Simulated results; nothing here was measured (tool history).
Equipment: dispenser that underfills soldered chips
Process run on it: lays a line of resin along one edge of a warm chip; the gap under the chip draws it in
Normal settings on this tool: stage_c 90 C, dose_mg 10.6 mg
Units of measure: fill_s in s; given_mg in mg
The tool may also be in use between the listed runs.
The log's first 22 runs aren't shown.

run,hour,stage_c,dose_mg,fill_s,given_mg
# hour 90.9: new syringe of resin
23,93.2,77,9,69.7,8.29
24,95.8,77,9,77.1,8.43
25,100,90,12.5,45.4,11.76
# hour 101.8: new syringe of resin
26,105.4,78,12.5,62.9,11.52
27,109.5,97,13.5,32,12.45
# hour 112.5: new syringe of resin
28,115.2,97,13.5,28.7,12.43
29,117.9,97,13.5,29.4,12.32
30,122.6,93,12.6,39.9,11.6
# hour 123.3: new syringe of resin
31,127.7,88,12.9,41.7,11.85
# hour 131.1: dispensing valve cleaned and set on the balance
32,131.1,76,9.3,77.8,9.31
33,134.3,77,12.8,76,12.71
# hour 135.1: new syringe of resin
34,138.4,77,12.8,63.2,12.6
35,141.8,84,9.4,55.2,9.3

Branching from run 35: 4 alternative next runs. What would each branch give?
# hour 145.8: new syringe of resin
A,146,92,11.8,?,?
# hour 145.8: new syringe of resin
B,146,78,9.4,?,?
# hour 145.8: new syringe of resin
C,146,80,9.4,?,?
# hour 145.8: new syringe of resin
D,146,78,10,?,?

run,fill_s,given_mg
A,31.7,11.81
B,58.3,9.28
C,54.3,9.37
D,57.7,10.03
With the hidden condition removed and each run's random variation left untouched, the same runs would have given:
run,fill_s,given_mg
A,32.3,11.92
B,59.6,9.36
C,55.4,9.45
D,58.9,10.12
